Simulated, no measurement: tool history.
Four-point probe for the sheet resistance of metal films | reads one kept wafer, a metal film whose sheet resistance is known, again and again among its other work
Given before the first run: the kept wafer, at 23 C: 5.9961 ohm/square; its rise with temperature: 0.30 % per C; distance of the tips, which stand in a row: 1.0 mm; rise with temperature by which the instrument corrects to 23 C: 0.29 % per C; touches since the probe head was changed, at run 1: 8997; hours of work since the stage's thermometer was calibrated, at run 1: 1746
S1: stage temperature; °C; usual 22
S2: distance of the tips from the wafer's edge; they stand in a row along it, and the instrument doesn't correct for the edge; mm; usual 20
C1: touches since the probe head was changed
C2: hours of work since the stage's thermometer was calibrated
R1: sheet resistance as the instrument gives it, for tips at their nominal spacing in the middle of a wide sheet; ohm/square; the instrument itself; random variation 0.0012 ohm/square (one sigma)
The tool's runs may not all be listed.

{"run": 1, "hour": 0.0, "S1": 22, "S2": 20, "C1": 8997, "C2": 1746, "R1": 6.023531}
{"run": 2, "hour": 17.0, "S1": 22, "S2": 20, "C1": 9436, "C2": 1757, "R1": 6.020544}
{"run": 3, "hour": 50.5, "S1": 22, "S2": 10, "C1": 10300, "C2": 1779, "R1": 6.047145}
{"run": 4, "hour": 77.1, "S1": 22, "S2": 10, "C1": 10984, "C2": 1796, "R1": 6.047861}
{"run": 5, "hour": 103.0, "S1": 22, "S2": 10, "C1": 11651, "C2": 1813, "R1": 6.046065}
{"run": 6, "hour": 118.5, "S1": 22, "S2": 20, "C1": 12053, "C2": 1823, "R1": 6.022202}
{"run": 7, "hour": 143.5, "S1": 22, "S2": 20, "C1": 12698, "C2": 1839, "R1": 6.021095}
{"run": 8, "hour": 165.8, "S1": 22, "S2": 20, "C1": 13272, "C2": 1854, "R1": 6.023279}
{"run": 9, "hour": 198.0, "S1": 22, "S2": 20, "C1": 14101, "C2": 1874, "R1": 6.023295}
{"run": 10, "hour": 211.8, "S1": 22, "S2": 20, "C1": 14458, "C2": 1883, "R1": 6.022449}
{"run": 11, "hour": 232.7, "S1": 22, "S2": 20, "C1": 14995, "C2": 1897, "R1": 6.02131}
{"run": 12, "hour": 254.1, "S1": 22, "S2": 20, "C1": 15546, "C2": 1911, "R1": 6.022741}
{"run": 13, "hour": 269.7, "S1": 22, "S2": 20, "C1": 15951, "C2": 1921, "R1": 6.02294}
{"run": 14, "hour": 290.8, "S1": 22, "S2": 20, "C1": 16495, "C2": 1934, "R1": 6.02042}
{"run": 15, "hour": 314.0, "S1": 22, "S2": 20, "C1": 17092, "C2": 1950, "R1": 6.023441}
{"run": 16, "hour": 330.2, "S1": 22, "S2": 3, "C1": 17508, "C2": 1960, "R1": 6.351187}
{"run": 17, "hour": 359.7, "S1": 22, "S2": 3, "C1": 18270, "C2": 1979, "R1": 6.35142}
{"hour": 362.0, "done": "stage's thermometer calibrated"}
{"run": 18, "hour": 378.4, "S1": 19, "S2": 3, "C1": 18739, "C2": 11, "R1": 6.354568}
{"run": 19, "hour": 403.2, "S1": 19, "S2": 3, "C1": 19378, "C2": 27, "R1": 6.351874}
{"run": 20, "hour": 427.4, "S1": 19, "S2": 3, "C1": 20001, "C2": 42, "R1": 6.353465}
{"run": 21, "hour": 455.7, "S1": 27, "S2": 7, "C1": 20733, "C2": 61, "R1": 6.083692}
{"run": 22, "hour": 471.5, "S1": 27, "S2": 7, "C1": 21140, "C2": 71, "R1": 6.081805}
{"run": 23, "hour": 492.8, "S1": 24, "S2": 7, "C1": 21689, "C2": 85, "R1": 6.080144}
{"hour": 519.2, "done": "stage's thermometer calibrated, once more"}
{"run": 24, "hour": 525.1, "S1": 27, "S2": 53, "C1": 22508, "C2": 4, "R1": 6.006288}
{"run": 25, "hour": 544.5, "S1": 21, "S2": 68, "C1": 23008, "C2": 16, "R1": 6.002143}
{"run": 26, "hour": 573.0, "S1": 35, "S2": 20, "C1": 23743, "C2": 35, "R1": 6.01222}
{"run": 27, "hour": 592.0, "S1": 35, "S2": 20, "C1": 24233, "C2": 47, "R1": 6.013388}
{"run": 28, "hour": 621.5, "S1": 35, "S2": 20, "C1": 24993, "C2": 66, "R1": 6.012758}
{"run": 29, "hour": 641.1, "S1": 19, "S2": 25, "C1": 25498, "C2": 79, "R1": 6.007088}
{"run": 30, "hour": 668.4, "S1": 28, "S2": 9, "C1": 26201, "C2": 97, "R1": 6.040715}
{"run": 31, "hour": 692.6, "S1": 20, "S2": 20, "C1": 26824, "C2": 112, "R1": 6.005782}
{"run": 32, "hour": 710.9, "S1": 19, "S2": 43, "C1": 27297, "C2": 124, "R1": 6.00086}
{"run": 33, "hour": 738.1, "S1": 19, "S2": 43, "C1": 28000, "C2": 142, "R1": 6.001559}
{"run": 34, "hour": 753.2, "S1": 19, "S2": 43, "C1": 28387, "C2": 152, "R1": 6.002939}
{"run": 35, "hour": 783.9, "S1": 28, "S2": 27, "C1": 29180, "C2": 171, "R1": 6.006521}
{"run": 36, "hour": 799.6, "S1": 26, "S2": 26, "C1": 29585, "C2": 182, "R1": 6.005161}
{"run": 37, "hour": 816.8, "S1": 21, "S2": 25, "C1": 30028, "C2": 193, "R1": 6.005916}
{"run": 38, "hour": 832.7, "S1": 19, "S2": 40, "C1": 30436, "C2": 203, "R1": 5.99966}
{"run": 39, "hour": 861.6, "S1": 18, "S2": 20, "C1": 31181, "C2": 222, "R1": 6.00788}

Some steps in R1 between neighbouring runs. How much of each would the tool show without its hidden state too (settings, what came in, random variation), and how much is left for the hidden state, with any gauge scatter that isn't in both results?
The hidden state here: inner tips' distance over the nominal, %; tips' flats over new ones', %; wafer's true temperature over the reading, C; drift of the gauge itself on sheet_ohm, %.
Run 15 -> 16: S2 20 -> 3. R1 +0.327746 ohm/square: hidden state +0.000861, all else +0.326885.
Run 17 -> 18: S1 22 -> 19, stage's thermometer calibrated. R1 +0.003148 ohm/square: hidden state +0.003069, all else +0.000079.
Run 20 -> 21: S1 19 -> 27, S2 3 -> 7. R1 -0.269773 ohm/square: hidden state -0.001368, all else -0.268405.
Run 23 -> 24: S1 24 -> 27, S2 7 -> 53, stage's thermometer calibrated, once more. R1 -0.073856 ohm/square: hidden state -0.013683, all else -0.060173.
